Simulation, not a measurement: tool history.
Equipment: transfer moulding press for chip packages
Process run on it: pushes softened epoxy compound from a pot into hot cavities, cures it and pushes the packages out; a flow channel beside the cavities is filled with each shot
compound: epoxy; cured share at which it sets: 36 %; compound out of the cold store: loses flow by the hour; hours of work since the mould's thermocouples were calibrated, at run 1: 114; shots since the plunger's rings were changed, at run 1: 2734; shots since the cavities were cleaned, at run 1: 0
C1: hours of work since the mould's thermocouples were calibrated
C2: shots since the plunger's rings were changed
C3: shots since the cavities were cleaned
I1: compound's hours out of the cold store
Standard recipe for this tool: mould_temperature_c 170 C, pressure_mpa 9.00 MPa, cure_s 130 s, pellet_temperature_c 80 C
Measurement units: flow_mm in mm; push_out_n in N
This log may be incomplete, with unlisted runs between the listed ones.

{"run": 1, "hour": 0.0, "mould_temperature_c": 170, "pressure_mpa": 9.0, "cure_s": 130, "pellet_temperature_c": 80, "C1": 114, "C2": 2734, "C3": 0, "I1": 29.1, "flow_mm": 881, "push_out_n": 515}
{"run": 2, "hour": 20.2, "mould_temperature_c": 170, "pressure_mpa": 9.0, "cure_s": 130, "pellet_temperature_c": 78, "C1": 127, "C2": 2939, "C3": 205, "I1": 26.6, "flow_mm": 879, "push_out_n": 654}
{"run": 3, "hour": 32.5, "mould_temperature_c": 170, "pressure_mpa": 9.59, "cure_s": 130, "pellet_temperature_c": 80, "C1": 135, "C2": 3063, "C3": 329, "I1": 8.6, "flow_mm": 1023, "push_out_n": 736}
{"run": 4, "hour": 50.9, "mould_temperature_c": 170, "pressure_mpa": 9.59, "cure_s": 130, "pellet_temperature_c": 80, "C1": 147, "C2": 3249, "C3": 515, "I1": 35.5, "flow_mm": 868, "push_out_n": 774}
{"run": 5, "hour": 68.8, "mould_temperature_c": 170, "pressure_mpa": 9.59, "cure_s": 130, "pellet_temperature_c": 80, "C1": 159, "C2": 3430, "C3": 696, "I1": 27.3, "flow_mm": 920, "push_out_n": 873}
{"run": 6, "hour": 80.1, "mould_temperature_c": 170, "pressure_mpa": 9.0, "cure_s": 130, "pellet_temperature_c": 80, "C1": 166, "C2": 3544, "C3": 810, "I1": 16.0, "flow_mm": 947, "push_out_n": 930}
{"run": 7, "hour": 97.9, "mould_temperature_c": 170, "pressure_mpa": 9.0, "cure_s": 130, "pellet_temperature_c": 80, "C1": 178, "C2": 3724, "C3": 990, "I1": 25.8, "flow_mm": 882, "push_out_n": 941}
{"run": 8, "hour": 110.2, "mould_temperature_c": 170, "pressure_mpa": 9.0, "cure_s": 130, "pellet_temperature_c": 80, "C1": 186, "C2": 3849, "C3": 1115, "I1": 30.5, "flow_mm": 853, "push_out_n": 952}
{"hour": 119.3, "done": "cavities cleaned with cleaning compound and waxed"}
{"run": 9, "hour": 127.0, "mould_temperature_c": 170, "pressure_mpa": 9.0, "cure_s": 130, "pellet_temperature_c": 80, "C1": 196, "C2": 4004, "C3": 78, "I1": 17.2, "flow_mm": 926, "push_out_n": 568}
{"run": 10, "hour": 150.6, "mould_temperature_c": 170, "pressure_mpa": 9.0, "cure_s": 130, "pellet_temperature_c": 80, "C1": 211, "C2": 4242, "C3": 316, "I1": 23.8, "flow_mm": 898, "push_out_n": 712}
{"run": 11, "hour": 160.4, "mould_temperature_c": 170, "pressure_mpa": 9.0, "cure_s": 130, "pellet_temperature_c": 80, "C1": 217, "C2": 4341, "C3": 415, "I1": 25.2, "flow_mm": 886, "push_out_n": 763}
{"run": 12, "hour": 184.0, "mould_temperature_c": 170, "pressure_mpa": 9.0, "cure_s": 130, "pellet_temperature_c": 80, "C1": 233, "C2": 4580, "C3": 654, "I1": 37.8, "flow_mm": 812, "push_out_n": 817}
{"run": 13, "hour": 198.7, "mould_temperature_c": 170, "pressure_mpa": 9.0, "cure_s": 130, "pellet_temperature_c": 79, "C1": 242, "C2": 4729, "C3": 803, "I1": 31.8, "flow_mm": 832, "push_out_n": 896}
{"run": 14, "hour": 209.6, "mould_temperature_c": 170, "pressure_mpa": 9.0, "cure_s": 130, "pellet_temperature_c": 79, "C1": 249, "C2": 4839, "C3": 913, "I1": 19.5, "flow_mm": 916, "push_out_n": 913}
{"hour": 226.3, "done": "plunger's sealing rings changed"}
{"run": 15, "hour": 234.5, "mould_temperature_c": 168, "pressure_mpa": 9.0, "cure_s": 130, "pellet_temperature_c": 80, "C1": 264, "C2": 82, "C3": 1139, "I1": 14.5, "flow_mm": 1000, "push_out_n": 1054}
{"hour": 241.5, "done": "cavities cleaned with cleaning compound and waxed"}
{"run": 16, "hour": 253.9, "mould_temperature_c": 168, "pressure_mpa": 9.0, "cure_s": 130, "pellet_temperature_c": 80, "C1": 276, "C2": 263, "C3": 125, "I1": 38.5, "flow_mm": 872, "push_out_n": 658}
{"run": 17, "hour": 270.7, "mould_temperature_c": 170, "pressure_mpa": 9.0, "cure_s": 154, "pellet_temperature_c": 80, "C1": 287, "C2": 434, "C3": 296, "I1": 16.7, "flow_mm": 988, "push_out_n": 634}
{"hour": 273.8, "done": "mould's thermocouples calibrated"}
{"run": 18, "hour": 288.9, "mould_temperature_c": 170, "pressure_mpa": 9.0, "cure_s": 154, "pellet_temperature_c": 80, "C1": 10, "C2": 597, "C3": 459, "I1": 14.6, "flow_mm": 998, "push_out_n": 739}
{"run": 19, "hour": 312.4, "mould_temperature_c": 170, "pressure_mpa": 9.0, "cure_s": 154, "pellet_temperature_c": 80, "C1": 25, "C2": 835, "C3": 697, "I1": 22.2, "flow_mm": 959, "push_out_n": 761}
{"run": 20, "hour": 331.8, "mould_temperature_c": 175, "pressure_mpa": 7.97, "cure_s": 130, "pellet_temperature_c": 71, "C1": 38, "C2": 1031, "C3": 893, "I1": 47.7, "flow_mm": 744, "push_out_n": 816}
{"run": 21, "hour": 345.6, "mould_temperature_c": 175, "pressure_mpa": 10.72, "cure_s": 133, "pellet_temperature_c": 77, "C1": 47, "C2": 1171, "C3": 1033, "I1": 47.9, "flow_mm": 855, "push_out_n": 806}
{"hour": 363.9, "done": "mould's thermocouples calibrated, once more"}
{"hour": 365.4, "done": "cavities cleaned with cleaning compound and waxed"}
{"run": 22, "hour": 365.4, "mould_temperature_c": 175, "pressure_mpa": 10.72, "cure_s": 133, "pellet_temperature_c": 77, "C1": 0, "C2": 1336, "C3": 0, "I1": 39.3, "flow_mm": 904, "push_out_n": 428}
{"run": 23, "hour": 386.4, "mould_temperature_c": 175, "pressure_mpa": 10.72, "cure_s": 133, "pellet_temperature_c": 77, "C1": 14, "C2": 1549, "C3": 213, "I1": 38.2, "flow_mm": 910, "push_out_n": 588}
{"run": 24, "hour": 406.4, "mould_temperature_c": 167, "pressure_mpa": 8.37, "cure_s": 133, "pellet_temperature_c": 77, "C1": 27, "C2": 1751, "C3": 415, "I1": 41.4, "flow_mm": 806, "push_out_n": 836}
{"run": 25, "hour": 429.9, "mould_temperature_c": 170, "pressure_mpa": 6.88, "cure_s": 130, "pellet_temperature_c": 80, "C1": 42, "C2": 1989, "C3": 653, "I1": 27.6, "flow_mm": 780, "push_out_n": 863}
{"run": 26, "hour": 444.2, "mould_temperature_c": 177, "pressure_mpa": 9.0, "cure_s": 130, "pellet_temperature_c": 80, "C1": 51, "C2": 2133, "C3": 797, "I1": 42.9, "flow_mm": 798, "push_out_n": 766}
{"run": 27, "hour": 461.4, "mould_temperature_c": 171, "pressure_mpa": 9.0, "cure_s": 116, "pellet_temperature_c": 80, "C1": 62, "C2": 2307, "C3": 971, "I1": 20.2, "flow_mm": 927, "push_out_n": 1001}

Alternative continuations, all from the tool just after run 27; predict every row:
{"run": "A", "hour": 479.1, "mould_temperature_c": 171, "pressure_mpa": 9.27, "cure_s": 116, "pellet_temperature_c": 80, "C1": 74, "C2": 2486, "C3": 1150, "I1": 35.9, "flow_mm": "?", "push_out_n": "?"}
{"run": "B", "hour": 479.1, "mould_temperature_c": 168, "pressure_mpa": 9.0, "cure_s": 130, "pellet_temperature_c": 80, "C1": 74, "C2": 2486, "C3": 1150, "I1": 18.7, "flow_mm": "?", "push_out_n": "?"}
{"run": "C", "hour": 479.1, "mould_temperature_c": 168, "pressure_mpa": 9.9, "cure_s": 163, "pellet_temperature_c": 80, "C1": 74, "C2": 2486, "C3": 1150, "I1": 27.4, "flow_mm": "?", "push_out_n": "?"}
{"run": "D", "hour": 479.1, "mould_temperature_c": 173, "pressure_mpa": 9.0, "cure_s": 130, "pellet_temperature_c": 73, "C1": 74, "C2": 2486, "C3": 1150, "I1": 9.0, "flow_mm": "?", "push_out_n": "?"}

run=A flow_mm=853 push_out_n=1061
run=B flow_mm=946 push_out_n=1038
run=C flow_mm=934 push_out_n=828
run=D flow_mm=980 push_out_n=906
Take away the tool's hidden state, keep each run's random variation, and the runs would have read:
run=A flow_mm=888 push_out_n=536
run=B flow_mm=984 push_out_n=524
run=C flow_mm=973 push_out_n=421
run=D flow_mm=1021 push_out_n=463
